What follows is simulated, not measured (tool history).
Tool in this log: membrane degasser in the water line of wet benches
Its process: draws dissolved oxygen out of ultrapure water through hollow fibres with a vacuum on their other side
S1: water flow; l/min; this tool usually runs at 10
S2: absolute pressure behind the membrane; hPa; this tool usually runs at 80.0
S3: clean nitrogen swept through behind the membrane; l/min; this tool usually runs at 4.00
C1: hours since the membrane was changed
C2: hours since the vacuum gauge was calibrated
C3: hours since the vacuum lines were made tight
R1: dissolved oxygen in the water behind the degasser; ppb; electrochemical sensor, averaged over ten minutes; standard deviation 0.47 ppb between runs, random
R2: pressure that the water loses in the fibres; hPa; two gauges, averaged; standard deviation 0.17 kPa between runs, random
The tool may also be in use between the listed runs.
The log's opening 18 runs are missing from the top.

| run | hour | S1 | S2 | S3 | C1 | C2 | C3 | R1 | R2 |
|---|---|---|---|---|---|---|---|---|---|
| 19 | 1338.9 | 9 | 53.7 | 4.99 | 4503 | 1769 | 2752 | 13.5 | 270.3 |
| 20 | 1407.1 | 9 | 53.7 | 1.61 | 4571 | 1838 | 2821 | 32.9 | 269.1 |
|  | 1499.4 | gauge calibrated |
| 21 | 1499.4 | 11 | 180.5 | 1.63 | 4664 | 1930 | 2913 | 245.6 | 320.5 |
| 22 | 1560.8 | 11 | 180.5 | 1.63 | 4725 | 1991 | 2974 | 245.9 | 320.9 |
| 23 | 1606.5 | 11 | 180.5 | 1.63 | 4771 | 2037 | 3020 | 247.4 | 321.9 |
| 24 | 1678.5 | 11 | 180.5 | 1.63 | 4843 | 2109 | 3092 | 244.2 | 322.8 |
| 25 | 1733.8 | 6 | 145.0 | 2.16 | 4898 | 2164 | 3147 | 77.6 | 174.6 |
| 26 | 1819.8 | 6 | 145.0 | 2.16 | 4984 | 2250 | 3233 | 78.0 | 175.3 |
| 27 | 1865.0 | 8 | 74.5 | 3.37 | 5029 | 2295 | 3279 | 27.6 | 232.0 |
| 28 | 1911.4 | 8 | 74.5 | 3.37 | 5075 | 2342 | 3325 | 27.5 | 233.0 |
| 29 | 1993.2 | 8 | 74.5 | 3.37 | 5157 | 2424 | 3407 | 27.1 | 235.7 |
| 30 | 2038.6 | 10 | 73.5 | 4.00 | 5203 | 2469 | 3452 | 31.8 | 296.0 |
| 31 | 2116.2 | 8 | 123.7 | 3.18 | 5280 | 2547 | 3530 | 59.9 | 236.7 |
| 32 | 2175.3 | 6 | 54.1 | 3.18 | 5339 | 2606 | 3589 | 10.9 | 177.0 |

Consider 4 possible next runs. They are alternatives, not a sequence: every one starts from the tool as it was left by run 32. What does each give?
| A | 2274.6 | 6 | 56.1 | 3.18 | 5439 | 2705 | 3688 | ? | ? |
| B | 2274.6 | 15 | 70.5 | 3.18 | 5439 | 2705 | 3688 | ? | ? |
| C | 2274.6 | 12 | 127.6 | 2.32 | 5439 | 2705 | 3688 | ? | ? |
| D | 2274.6 | 10 | 82.6 | 7.94 | 5439 | 2705 | 3688 | ? | ? |

| run | R1 | R2 |
|---|---|---|
| A | 12.2 | 178.5 |
| B | 78.4 | 443.9 |
| C | 133.4 | 354.2 |
| D | 22.6 | 298.9 |
Stripped of hidden state, with their random variation kept, the same runs would have yielded:
| run | R1 | R2 |
|---|---|---|
| A | 12.2 | 175.7 |
| B | 78.3 | 437.0 |
| C | 133.3 | 348.7 |
| D | 22.5 | 294.3 |

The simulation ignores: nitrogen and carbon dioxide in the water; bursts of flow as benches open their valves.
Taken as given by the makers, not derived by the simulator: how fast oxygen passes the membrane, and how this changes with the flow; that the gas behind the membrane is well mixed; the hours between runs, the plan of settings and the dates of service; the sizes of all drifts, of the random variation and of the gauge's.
